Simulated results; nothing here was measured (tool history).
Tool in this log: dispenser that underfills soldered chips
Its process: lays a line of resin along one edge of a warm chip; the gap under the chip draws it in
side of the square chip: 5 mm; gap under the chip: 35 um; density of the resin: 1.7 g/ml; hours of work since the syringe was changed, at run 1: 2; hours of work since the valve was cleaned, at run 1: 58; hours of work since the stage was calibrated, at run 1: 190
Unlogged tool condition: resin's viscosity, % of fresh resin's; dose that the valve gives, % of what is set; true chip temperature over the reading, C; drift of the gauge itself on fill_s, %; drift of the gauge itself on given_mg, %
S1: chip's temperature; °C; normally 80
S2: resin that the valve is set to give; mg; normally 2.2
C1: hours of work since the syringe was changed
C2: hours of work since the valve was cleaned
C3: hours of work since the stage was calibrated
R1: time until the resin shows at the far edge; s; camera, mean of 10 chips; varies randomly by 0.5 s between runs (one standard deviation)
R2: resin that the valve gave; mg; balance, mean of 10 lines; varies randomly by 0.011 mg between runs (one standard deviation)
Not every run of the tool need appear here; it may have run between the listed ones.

run,hour,S1,S2,C1,C2,C3,R1,R2
1,0,80,2.2,2,58,190,43,2.14
2,6.7,80,2.2,6,62,194,56,2.13
# hour 9.9: new syringe of resin
3,10.5,80,2.2,0,64,196,39.8,2.15
4,16.8,80,2.2,4,68,200,48.7,2.14
5,21.5,71,2.2,7,71,203,83.7,2.12
# hour 23.1: new syringe of resin
6,29.4,80,2.2,4,75,207,49.3,2.1
7,32.9,80,2.2,6,77,209,56.2,2.12
# hour 36.1: new syringe of resin
8,40.9,80,2.2,3,82,214,45.3,2.09
9,48.3,80,2.58,7,87,219,58.2,2.43
# hour 49.3: new syringe of resin
10,53.5,80,2.58,3,90,222,43.6,2.46
11,61.2,80,2.58,7,94,226,57.3,2.44
# hour 62.7: new syringe of resin
12,65.2,80,2.58,2,97,229,40.5,2.44
13,69.6,82,2.33,4,99,231,46.4,2.21
# hour 75.6: new syringe of resin
14,77.8,82,2.62,1,104,236,38.2,2.48
15,85.9,82,2.62,6,109,241,50,2.48
# hour 88.6: new syringe of resin
16,93.5,91,2.43,3,113,245,29.8,2.28
# hour 101.6: new syringe of resin
17,101.7,67,2.9,0,118,250,62,2.72
18,106,66,2.08,3,121,253,79.4,1.95
19,111.3,70,2.35,6,124,256,81,2.21
# hour 114.6: new syringe of resin
20,116.1,68,2.35,1,127,259,65.6,2.19
21,120.2,70,2.32,3,129,261,67.4,2.14
# hour 127.9: new syringe of resin
22,128.7,70,2.32,0,134,266,59.6,2.14
23,136.2,80,2.25,5,139,271,49.9,2.08
# hour 141.3: dispensing valve cleaned and set on the balance
# hour 141.9: new syringe of resin
24,141.9,82,1.98,0,0,274,35.9,1.98

Difference, measured minus no-hidden-state, one row per run. Run-to-run variation is common to both terms; the gauge's own scatter need not be:
run,R1,R2
1,+2.9,-0.07
2,+14.9,-0.08
3,-1.2,-0.08
4,+8.5,-0.08
5,+25.1,-0.09
6,+8.6,-0.09
7,+15.2,-0.09
8,+5.2,-0.1
9,+18.3,-0.13
10,+3.2,-0.13
11,+17,-0.13
12,+1.4,-0.13
13,+8,-0.13
14,+1.1,-0.15
15,+13.6,-0.16
16,+3.5,-0.15
17,-5,-0.19
18,+6.8,-0.14
19,+19.2,-0.16
20,-1.4,-0.17
21,+7.9,-0.16
22,-2.8,-0.17
23,+10.2,-0.17
24,-3,+0

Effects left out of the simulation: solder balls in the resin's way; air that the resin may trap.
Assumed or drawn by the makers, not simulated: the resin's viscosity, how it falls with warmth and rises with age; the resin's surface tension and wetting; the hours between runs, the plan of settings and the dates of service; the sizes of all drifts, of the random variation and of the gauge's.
